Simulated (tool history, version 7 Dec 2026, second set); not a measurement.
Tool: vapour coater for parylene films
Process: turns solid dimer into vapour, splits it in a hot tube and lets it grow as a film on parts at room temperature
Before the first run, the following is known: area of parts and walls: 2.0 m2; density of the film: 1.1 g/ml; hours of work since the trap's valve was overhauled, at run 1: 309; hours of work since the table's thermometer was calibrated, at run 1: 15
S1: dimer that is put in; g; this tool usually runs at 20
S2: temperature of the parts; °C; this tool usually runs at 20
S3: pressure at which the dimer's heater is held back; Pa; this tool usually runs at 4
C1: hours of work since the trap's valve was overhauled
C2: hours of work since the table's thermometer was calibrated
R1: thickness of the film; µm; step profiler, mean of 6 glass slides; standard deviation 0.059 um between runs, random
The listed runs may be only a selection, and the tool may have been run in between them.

run 1 hour=0 | S1=20 S2=20 S3=4 | C1=309 C2=15 | R1=6.41
run 2 hour=12.2 | S1=25 S2=20 S3=4 | C1=317 C2=23 | R1=8.06
run 3 hour=23.2 | S1=25 S2=20 S3=4 | C1=324 C2=30 | R1=7.96
run 4 hour=38.9 | S1=25 S2=20 S3=4 | C1=334 C2=39 | R1=7.94
run 5 hour=54 | S1=25 S2=20 S3=4 | C1=343 C2=49 | R1=7.96
run 6 hour=68.1 | S1=25 S2=20 S3=4 | C1=352 C2=58 | R1=7.88
run 7 hour=79.9 | S1=25 S2=20 S3=4 | C1=359 C2=65 | R1=8.03
run 8 hour=94.8 | S1=25 S2=20 S3=4 | C1=368 C2=74 | R1=7.97
run 9 hour=109 | S1=26 S2=20 S3=4 | C1=377 C2=83 | R1=8.16
run 10 hour=119.9 | S1=20 S2=20 S3=6.37 | C1=384 C2=90 | R1=6.13
run 11 hour=135.2 | S1=20 S2=20 S3=4 | C1=393 C2=99 | R1=6.34
run 12 hour=144.7 | S1=20 S2=20 S3=4 | C1=399 C2=105 | R1=6.28
run 13 hour=157.6 | S1=20 S2=24 S3=4 | C1=407 C2=113 | R1=5.26
-- hour=160 table's thermometer calibrated
run 14 hour=168.6 | S1=35 S2=20 S3=4 | C1=413 C2=5 | R1=10.88
run 15 hour=179.5 | S1=35 S2=20 S3=4 | C1=420 C2=12 | R1=10.9
run 16 hour=191.5 | S1=35 S2=20 S3=4 | C1=427 C2=20 | R1=10.86
run 17 hour=202.9 | S1=35 S2=20 S3=4 | C1=434 C2=27 | R1=10.79
run 18 hour=219.4 | S1=35 S2=20 S3=4 | C1=445 C2=37 | R1=10.82
run 19 hour=228.4 | S1=20 S2=24 S3=4 | C1=450 C2=42 | R1=5.22
-- hour=240.5 table's thermometer calibrated, once more
run 20 hour=243 | S1=20 S2=20 S3=7.01 | C1=459 C2=2 | R1=5.9
run 21 hour=253.2 | S1=20 S2=20 S3=7.01 | C1=465 C2=8 | R1=5.97
run 22 hour=263.6 | S1=20 S2=20 S3=4 | C1=471 C2=14 | R1=6.27
run 23 hour=277.7 | S1=20 S2=20 S3=4 | C1=480 C2=23 | R1=6.12
run 24 hour=290.1 | S1=20 S2=20 S3=4 | C1=488 C2=31 | R1=6.15
run 25 hour=304.6 | S1=13 S2=31 S3=5.99 | C1=497 C2=40 | R1=2.41
run 26 hour=311.6 | S1=26 S2=25 S3=7.97 | C1=501 C2=44 | R1=5.96
run 27 hour=320.1 | S1=26 S2=25 S3=7.97 | C1=506 C2=49 | R1=5.93
run 28 hour=327.8 | S1=20 S2=21 S3=2.04 | C1=511 C2=54 | R1=6.26
run 29 hour=341.6 | S1=10 S2=20 S3=4.97 | C1=520 C2=63 | R1=2.98
run 30 hour=349.3 | S1=10 S2=20 S3=4.97 | C1=524 C2=67 | R1=2.99
run 31 hour=365.2 | S1=20 S2=23 S3=4 | C1=534 C2=77 | R1=5.31
run 32 hour=375 | S1=26 S2=25 S3=2.05 | C1=540 C2=83 | R1=6.61
run 33 hour=389.2 | S1=26 S2=25 S3=2.05 | C1=549 C2=92 | R1=6.77
run 34 hour=405.2 | S1=29 S2=25 S3=5.38 | C1=559 C2=102 | R1=6.8
run 35 hour=415.2 | S1=22 S2=32 S3=5.38 | C1=565 C2=108 | R1=3.9
run 36 hour=431.6 | S1=30 S2=14 S3=4 | C1=575 C2=118 | R1=11.63
run 37 hour=448.1 | S1=20 S2=25 S3=7.11 | C1=586 C2=129 | R1=4.53
run 38 hour=461.1 | S1=20 S2=25 S3=7.11 | C1=594 C2=137 | R1=4.55
run 39 hour=473.7 | S1=20 S2=25 S3=7.11 | C1=602 C2=144 | R1=4.57
run 40 hour=484.4 | S1=33 S2=17 S3=2.23 | C1=608 C2=151 | R1=11.86
run 41 hour=497.2 | S1=10 S2=20 S3=4 | C1=616 C2=159 | R1=2.92
-- hour=502.4 trap's valve overhauled
run 42 hour=511.3 | S1=10 S2=20 S3=4 | C1=6 C2=165 | R1=3.38
run 43 hour=521.3 | S1=10 S2=20 S3=8.61 | C1=12 C2=171 | R1=3.27
run 44 hour=528.1 | S1=20 S2=24 S3=11.84 | C1=16 C2=176 | R1=5.27
run 45 hour=539.5 | S1=21 S2=13 S3=2.22 | C1=23 C2=183 | R1=9.22
run 46 hour=552.8 | S1=21 S2=13 S3=2.22 | C1=31 C2=191 | R1=9.43
run 47 hour=562.3 | S1=21 S2=13 S3=2.22 | C1=37 C2=197 | R1=9.2

Some steps in R1, run to run, broken into two amounts with sign: the step expected even without the hidden condition (settings, incoming material, random variation), and the rest, left for the hidden condition together with whatever gauge scatter is not in both the measured and the hidden-condition-free result:
Hidden state present: vapour lost through the trap's worn valve, %; true temperature of the parts over the reading, C; drift of the gauge itself on film_um, %.
Run 35 -> 36: S1 22 -> 30, S2 32 -> 14, S3 5.38 -> 4. R1 +7.73 µm: hidden state -1.12, all else +8.85.
Run 39 -> 40: S1 20 -> 33, S2 25 -> 17, S3 7.11 -> 2.23. R1 +7.29 µm: hidden state -1.19, all else +8.48.
Run 40 -> 41: S1 33 -> 10, S2 17 -> 20, S3 2.23 -> 4. R1 -8.94 µm: hidden state +1.45, all else -10.39.

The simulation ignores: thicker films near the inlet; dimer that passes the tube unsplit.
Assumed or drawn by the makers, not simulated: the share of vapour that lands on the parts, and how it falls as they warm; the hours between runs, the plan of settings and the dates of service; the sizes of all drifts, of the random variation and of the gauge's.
